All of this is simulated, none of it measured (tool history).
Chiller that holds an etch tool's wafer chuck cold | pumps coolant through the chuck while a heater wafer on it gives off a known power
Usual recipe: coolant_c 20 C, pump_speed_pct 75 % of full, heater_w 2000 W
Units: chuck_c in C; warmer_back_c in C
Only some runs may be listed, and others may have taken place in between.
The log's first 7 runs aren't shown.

run,hour,coolant_c,pump_speed_pct,heater_w,hours since the coolant was changed and the channels were flushed,hours since the pump was overhauled,hours since the chiller's thermometer was calibrated,chuck_c,warmer_back_c
# hour 357.5: chiller's thermometer calibrated
8,391.7,20,75,1191,5763,2501,34,27.06,2.84
9,424.4,20,75,2000,5796,2533,67,31.96,4.81
10,472,20,75,2000,5843,2581,114,31.92,4.81
11,540.3,20,75,2000,5912,2649,183,32.05,4.76
12,576.3,20,75,2000,5948,2685,219,31.89,4.84
13,654.3,20,75,2000,6026,2763,297,32.07,4.8
14,724.1,20,75,2000,6096,2833,367,31.91,4.75
# hour 789.1: gauge calibrated
15,796.2,20,67,2000,6168,2905,439,33.37,5.43
16,830.3,20,67,2000,6202,2939,473,33.37,5.41

What will run 17 give?
# hour 890.7: coolant changed, channels flushed
17,890.7,12,73,1537,0,2994,527,?,?

{"run 17": {"chuck_c": 21.56, "warmer_back_c": 3.81}}
Take away the tool's hidden state, keep the run-to-run variation as it was, and the same run would have given chuck_c 21.6 C, warmer_back_c 3.81 C.
